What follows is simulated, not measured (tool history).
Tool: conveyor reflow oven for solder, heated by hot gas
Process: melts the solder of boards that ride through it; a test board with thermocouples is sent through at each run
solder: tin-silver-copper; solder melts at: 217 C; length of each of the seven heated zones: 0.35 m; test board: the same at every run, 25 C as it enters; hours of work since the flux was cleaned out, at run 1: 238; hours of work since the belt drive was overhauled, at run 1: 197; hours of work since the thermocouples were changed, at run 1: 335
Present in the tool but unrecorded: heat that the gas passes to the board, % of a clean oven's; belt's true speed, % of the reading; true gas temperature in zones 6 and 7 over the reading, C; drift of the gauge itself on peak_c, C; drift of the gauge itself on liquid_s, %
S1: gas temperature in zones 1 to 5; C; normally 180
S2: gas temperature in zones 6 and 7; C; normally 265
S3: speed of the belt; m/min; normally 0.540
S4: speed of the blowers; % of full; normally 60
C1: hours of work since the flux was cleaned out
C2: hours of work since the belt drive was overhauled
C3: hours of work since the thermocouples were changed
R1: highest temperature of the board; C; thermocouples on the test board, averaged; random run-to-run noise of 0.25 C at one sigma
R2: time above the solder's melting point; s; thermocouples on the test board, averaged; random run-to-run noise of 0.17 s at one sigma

run	hour	S1	S2	S3	S4	C1	C2	C3	R1	R2
1	0.0	180	265	0.540	60	238	197	335	248.3	56.9
# hour 12.4: flux residue cleaned out of gas plates and filters
2	14.6	180	265	0.540	60	1	203	341	248.4	56.7
3	26.5	180	265	0.540	60	9	211	349	248.5	56.9
4	37.0	170	265	0.540	60	17	218	357	246.6	51.2
5	46.5	180	265	0.540	60	23	225	363	248.4	56.4
6	56.7	180	265	0.540	60	30	231	370	248.2	56.9
7	66.3	180	265	0.540	60	36	238	376	248.4	57.0
8	73.2	181	268	0.540	60	41	243	381	251.2	59.3
9	78.2	177	268	0.549	60	45	246	384	249.9	55.7
10	83.1	177	268	0.495	51	48	249	388	250.0	61.8
11	91.8	166	268	0.509	51	54	255	394	246.9	52.7

Predict each of these 3 candidate next runs independently; none follows another, all start after run 11:
A	97.8	180	265	0.489	60	58	259	398	?	?
B	97.8	174	268	0.509	51	58	259	398	?	?
C	97.8	180	277	0.540	60	58	259	398	?	?

run	R1	R2
A	251.1	66.4
B	248.6	57.1
C	258.9	64.0
Had the tool no hidden state, the same runs would have come out as:
run	R1	R2
A	251.1	66.4
B	248.6	57.1
C	258.9	64.0

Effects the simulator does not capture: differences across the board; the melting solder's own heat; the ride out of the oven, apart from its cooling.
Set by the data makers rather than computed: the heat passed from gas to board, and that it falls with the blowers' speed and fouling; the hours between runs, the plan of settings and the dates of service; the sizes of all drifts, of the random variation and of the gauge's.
